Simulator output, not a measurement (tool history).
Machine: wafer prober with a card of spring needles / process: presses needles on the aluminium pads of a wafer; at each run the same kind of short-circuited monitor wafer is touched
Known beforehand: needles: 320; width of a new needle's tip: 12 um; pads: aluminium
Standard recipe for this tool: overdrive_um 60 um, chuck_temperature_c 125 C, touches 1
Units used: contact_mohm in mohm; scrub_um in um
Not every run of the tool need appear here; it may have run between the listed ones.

Run 1, hour 0: usual settings. Result: contact_mohm 361 mohm, scrub_um 15.92 um.
At hour 1.8: tips cleaned on abrasive film.
At hour 10.2: tips cleaned on abrasive film.
At hour 17.4: tips cleaned on abrasive film.
At hour 21.2: height of the first contact set anew.
Run 2, hour 22.5: usual settings. Result: contact_mohm 357 mohm, scrub_um 16.33 um.
At hour 26.1: tips cleaned on abrasive film.
At hour 34.1: tips cleaned on abrasive film.
At hour 42: tips cleaned on abrasive film.
Run 3, hour 45.7: usual settings but overdrive_um 79 um. Result: contact_mohm 323 mohm, scrub_um 21.39 um.
At hour 49.3: tips cleaned on abrasive film.
At hour 58.1: tips cleaned on abrasive film.
At hour 66.1: tips cleaned on abrasive film.
Run 4, hour 66.5: usual settings. Result: contact_mohm 314 mohm, scrub_um 16.18 um.
At hour 73.6: tips cleaned on abrasive film.
Run 5, hour 79.7: usual settings but chuck_temperature_c 55 C. Result: contact_mohm 355 mohm, scrub_um 16.13 um.
At hour 81: tips cleaned on abrasive film.
At hour 89.2: tips cleaned on abrasive film.
At hour 96.7: tips cleaned on abrasive film.
At hour 104.6: tips cleaned on abrasive film.
Run 6, hour 107: usual settings but overdrive_um 48 um, chuck_temperature_c 55 C. Result: contact_mohm 352 mohm, scrub_um 12.8 um.
At hour 111.8: tips cleaned on abrasive film.
At hour 120.1: tips cleaned on abrasive film.
At hour 128.9: tips cleaned on abrasive film.
Run 7, hour 130.2: usual settings but overdrive_um 46 um. Result: contact_mohm 360 mohm, scrub_um 12.2 um.
At hour 136.7: tips cleaned on abrasive film.
At hour 145: tips cleaned on abrasive film.
At hour 153.8: tips cleaned on abrasive film.
Run 8, hour 158.8: usual settings but overdrive_um 53 um. Result: contact_mohm 384 mohm, scrub_um 14.02 um.
At hour 161.9: tips cleaned on abrasive film.
At hour 169.8: tips cleaned on abrasive film.
At hour 178.4: tips cleaned on abrasive film.
At hour 185.5: tips cleaned on abrasive film.
Run 9, hour 185.5: usual settings but chuck_temperature_c 71 C. Result: contact_mohm 300 mohm, scrub_um 15.89 um.
At hour 190.8: height of the first contact set anew.
At hour 194.3: tips cleaned on abrasive film.
At hour 202.8: tips cleaned on abrasive film.
Run 10, hour 209.1: usual settings but chuck_temperature_c 71 C. Result: contact_mohm 359 mohm, scrub_um 16.23 um.
At hour 211: tips cleaned on abrasive film.
At hour 219.2: tips cleaned on abrasive film.
At hour 227.6: tips cleaned on abrasive film.
At hour 236.1: tips cleaned on abrasive film.
Run 11, hour 238.4: usual settings. Result: contact_mohm 339 mohm, scrub_um 16.17 um.
At hour 243.7: tips cleaned on abrasive film.
At hour 251.9: tips cleaned on abrasive film.
Run 12, hour 258.5: usual settings but overdrive_um 67 um. Result: contact_mohm 358 mohm, scrub_um 17.98 um.
At hour 260.3: tips cleaned on abrasive film.
At hour 268.4: tips cleaned on abrasive film.
At hour 277.1: tips cleaned on abrasive film.
At hour 284.6: tips cleaned on abrasive film.
Run 13, hour 287.7: usual settings but overdrive_um 67 um. Result: contact_mohm 342 mohm, scrub_um 17.94 um.
At hour 292.9: tips cleaned on abrasive film.
At hour 301.6: tips cleaned on abrasive film.
At hour 309.7: tips cleaned on abrasive film.
At hour 316.8: tips cleaned on abrasive film.
Run 14, hour 316.8: usual settings. Result: contact_mohm 311 mohm, scrub_um 15.96 um.
At hour 324.5: tips cleaned on abrasive film.
At hour 332.9: tips cleaned on abrasive film.
Run 15, hour 337.5: usual settings but overdrive_um 67 um, chuck_temperature_c 58 C, touches 3. Result: contact_mohm 302 mohm, scrub_um 17.85 um.
At hour 341.1: tips cleaned on abrasive film.
At hour 349: tips cleaned on abrasive film.
Run 16, hour 349.8: usual settings but overdrive_um 70 um, chuck_temperature_c 29 C, touches 2. Result: contact_mohm 285 mohm, scrub_um 18.6 um.
At hour 356.9: tips cleaned on abrasive film.
At hour 360.2: height of the first contact set anew.
At hour 365.2: tips cleaned on abrasive film.
Run 17, hour 367.4: usual settings but overdrive_um 70 um, chuck_temperature_c 29 C, touches 2. Result: contact_mohm 290 mohm, scrub_um 18.97 um.
At hour 373.9: tips cleaned on abrasive film.
Run 18, hour 380.8: usual settings but overdrive_um 70 um, chuck_temperature_c 29 C, touches 2. Result: contact_mohm 312 mohm, scrub_um 18.98 um.
At hour 382.6: tips cleaned on abrasive film.
At hour 390.9: tips cleaned on abrasive film.
Run 19, hour 393.6: usual settings but chuck_temperature_c 27 C. Result: contact_mohm 326 mohm, scrub_um 16.19 um.
At hour 398.4: tips cleaned on abrasive film.
At hour 406.6: tips cleaned on abrasive film.
At hour 415: tips cleaned on abrasive film.
Run 20, hour 419.5: usual settings but overdrive_um 64 um, chuck_temperature_c 27 C, touches 3. Result: contact_mohm 292 mohm, scrub_um 17.28 um.
At hour 423.1: tips cleaned on abrasive film.
At hour 431.5: tips cleaned on abrasive film.
At hour 440: tips cleaned on abrasive film.
Run 21, hour 442.9: usual settings but overdrive_um 64 um, chuck_temperature_c 27 C, touches 3. Result: contact_mohm 295 mohm, scrub_um 17.17 um.
At hour 447.5: tips cleaned on abrasive film.
At hour 455.6: tips cleaned on abrasive film.
Run 22, hour 457.6: usual settings but overdrive_um 46 um, chuck_temperature_c 92 C, touches 3. Result: contact_mohm 321 mohm, scrub_um 12.25 um.
At hour 462.9: tips cleaned on abrasive film.
At hour 470.6: tips cleaned on abrasive film.
At hour 478.5: tips cleaned on abrasive film.
Run 23, hour 482.5: usual settings but overdrive_um 53 um. Result: contact_mohm 379 mohm, scrub_um 14.08 um.
At hour 485.7: tips cleaned on abrasive film.
At hour 494.4: tips cleaned on abrasive film.
Run 24, hour 498: usual settings but overdrive_um 41 um. Result: contact_mohm 424 mohm, scrub_um 10.8 um.
At hour 503: tips cleaned on abrasive film.
At hour 510.9: tips cleaned on abrasive film.
Run 25, hour 512: usual settings but overdrive_um 41 um. Result: contact_mohm 369 mohm, scrub_um 10.73 um.
At hour 519: tips cleaned on abrasive film.
At hour 526.5: tips cleaned on abrasive film.
Run 26, hour 527.2: usual settings but overdrive_um 41 um. Result: contact_mohm 357 mohm, scrub_um 10.7 um.
At hour 529.2: height of the first contact set anew.
At hour 534.4: tips cleaned on abrasive film.
At hour 542.7: tips cleaned on abrasive film.
Run 27, hour 548.9: usual settings but overdrive_um 47 um, touches 2. Result: contact_mohm 382 mohm, scrub_um 12.76 um.

Branching from run 27: 3 alternative next runs. What would each branch give?
At hour 550.4: tips cleaned on abrasive film.
At hour 559.2: tips cleaned on abrasive film.
At hour 567: tips cleaned on abrasive film.
Run A, hour 567.3: usual settings but overdrive_um 47 um, chuck_temperature_c 32 C, touches 2. Result: contact_mohm ?, scrub_um ?.
At hour 550.4: tips cleaned on abrasive film.
At hour 559.2: tips cleaned on abrasive film.
At hour 567: tips cleaned on abrasive film.
Run B, hour 567.3: usual settings but overdrive_um 78 um, touches 3. Result: contact_mohm ?, scrub_um ?.
At hour 550.4: tips cleaned on abrasive film.
At hour 559.2: tips cleaned on abrasive film.
At hour 567: tips cleaned on abrasive film.
Run C, hour 567.3: usual settings but overdrive_um 52 um, chuck_temperature_c 69 C. Result: contact_mohm ?, scrub_um ?.

run  contact_mohm  scrub_um
  A           299      12.7
  B           307     21.08
  C           313     14.04
With the hidden condition removed and each run's random variation left untouched, the same runs would have given:
run  contact_mohm  scrub_um
  A           277     12.79
  B           298     21.17
  C           288     14.13

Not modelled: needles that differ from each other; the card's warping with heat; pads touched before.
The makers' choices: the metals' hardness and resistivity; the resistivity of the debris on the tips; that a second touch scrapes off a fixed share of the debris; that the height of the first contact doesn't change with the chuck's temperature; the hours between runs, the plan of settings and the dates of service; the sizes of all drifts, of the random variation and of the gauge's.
